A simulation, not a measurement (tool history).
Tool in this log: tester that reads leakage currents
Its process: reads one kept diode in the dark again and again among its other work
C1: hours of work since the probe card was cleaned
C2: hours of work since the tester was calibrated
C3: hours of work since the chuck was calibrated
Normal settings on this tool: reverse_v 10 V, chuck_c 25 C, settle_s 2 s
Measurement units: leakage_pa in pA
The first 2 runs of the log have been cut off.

{"run": 3, "hour": 212.7, "reverse_v": 10, "chuck_c": 25, "settle_s": 2, "C1": 884, "C2": 198, "C3": 348, "leakage_pa": 93.18}
{"run": 4, "hour": 374.6, "reverse_v": 10, "chuck_c": 25, "settle_s": 2, "C1": 961, "C2": 275, "C3": 426, "leakage_pa": 93.52}
{"run": 5, "hour": 541.6, "reverse_v": 10, "chuck_c": 25, "settle_s": 2, "C1": 1040, "C2": 355, "C3": 505, "leakage_pa": 93.42}
{"run": 6, "hour": 672.1, "reverse_v": 10, "chuck_c": 25, "settle_s": 2, "C1": 1103, "C2": 417, "C3": 567, "leakage_pa": 93.43}
{"run": 7, "hour": 772.5, "reverse_v": 10, "chuck_c": 25, "settle_s": 0.4, "C1": 1150, "C2": 465, "C3": 615, "leakage_pa": 94.91}
{"run": 8, "hour": 908.0, "reverse_v": 10, "chuck_c": 25, "settle_s": 0.4, "C1": 1215, "C2": 529, "C3": 680, "leakage_pa": 94.47}
{"run": 9, "hour": 998.3, "reverse_v": 5.4, "chuck_c": 25, "settle_s": 2, "C1": 1258, "C2": 572, "C3": 723, "leakage_pa": 65.38}
{"run": 10, "hour": 1084.1, "reverse_v": 10, "chuck_c": 25, "settle_s": 2, "C1": 1299, "C2": 613, "C3": 764, "leakage_pa": 93.84}
{"run": 11, "hour": 1194.9, "reverse_v": 10, "chuck_c": 25, "settle_s": 2, "C1": 1352, "C2": 666, "C3": 817, "leakage_pa": 93.78}
{"run": 12, "hour": 1318.1, "reverse_v": 10, "chuck_c": 25, "settle_s": 2, "C1": 1411, "C2": 725, "C3": 875, "leakage_pa": 93.52}
{"run": 13, "hour": 1490.0, "reverse_v": 10, "chuck_c": 25, "settle_s": 2, "C1": 1493, "C2": 807, "C3": 957, "leakage_pa": 93.51}
{"run": 14, "hour": 1612.6, "reverse_v": 10, "chuck_c": 25, "settle_s": 2, "C1": 1551, "C2": 865, "C3": 1016, "leakage_pa": 93.46}
{"run": 15, "hour": 1724.6, "reverse_v": 10, "chuck_c": 25, "settle_s": 2, "C1": 1604, "C2": 919, "C3": 1069, "leakage_pa": 92.96}
{"run": 16, "hour": 1890.3, "reverse_v": 10, "chuck_c": 25, "settle_s": 2, "C1": 1683, "C2": 998, "C3": 1148, "leakage_pa": 94}
{"hour": 1903.0, "done": "chuck's temperature calibrated"}
{"run": 17, "hour": 2014.1, "reverse_v": 10, "chuck_c": 25, "settle_s": 2, "C1": 1741, "C2": 1056, "C3": 53, "leakage_pa": 90.81}
{"run": 18, "hour": 2165.6, "reverse_v": 10, "chuck_c": 25, "settle_s": 2, "C1": 1814, "C2": 1128, "C3": 125, "leakage_pa": 91.04}
{"run": 19, "hour": 2259.1, "reverse_v": 10, "chuck_c": 39, "settle_s": 2, "C1": 1858, "C2": 1173, "C3": 170, "leakage_pa": 274.7}
{"hour": 2289.1, "done": "chuck's temperature calibrated, once more"}
{"hour": 2292.1, "done": "probe card cleaned and baked"}
{"run": 20, "hour": 2441.1, "reverse_v": 10, "chuck_c": 39, "settle_s": 2, "C1": 71, "C2": 1257, "C3": 71, "leakage_pa": 312.25}
{"run": 21, "hour": 2549.8, "reverse_v": 10, "chuck_c": 38, "settle_s": 8.82, "C1": 123, "C2": 1309, "C3": 123, "leakage_pa": 283.54}
{"run": 22, "hour": 2631.4, "reverse_v": 10, "chuck_c": 38, "settle_s": 8.82, "C1": 162, "C2": 1348, "C3": 162, "leakage_pa": 282.51}
{"run": 23, "hour": 2789.5, "reverse_v": 10, "chuck_c": 38, "settle_s": 8.82, "C1": 237, "C2": 1423, "C3": 237, "leakage_pa": 280.68}
{"run": 24, "hour": 2932.6, "reverse_v": 2.4, "chuck_c": 25, "settle_s": 2.61, "C1": 305, "C2": 1491, "C3": 305, "leakage_pa": 40.21}
{"run": 25, "hour": 3019.9, "reverse_v": 2.1, "chuck_c": 45, "settle_s": 1.61, "C1": 347, "C2": 1533, "C3": 347, "leakage_pa": 226.38}
{"run": 26, "hour": 3119.4, "reverse_v": 7.4, "chuck_c": 45, "settle_s": 9.36, "C1": 394, "C2": 1580, "C3": 394, "leakage_pa": 431.51}

Expected results for the next run?
{"run": 27, "hour": 3282.7, "reverse_v": 4.6, "chuck_c": 33, "settle_s": 2, "C1": 472, "C2": 1658, "C3": 472, "leakage_pa": "?"}

{"run 27": {"leakage_pa": 116.97}}
Without the tool's hidden state the same run would have given leakage_pa 122.6 pA.

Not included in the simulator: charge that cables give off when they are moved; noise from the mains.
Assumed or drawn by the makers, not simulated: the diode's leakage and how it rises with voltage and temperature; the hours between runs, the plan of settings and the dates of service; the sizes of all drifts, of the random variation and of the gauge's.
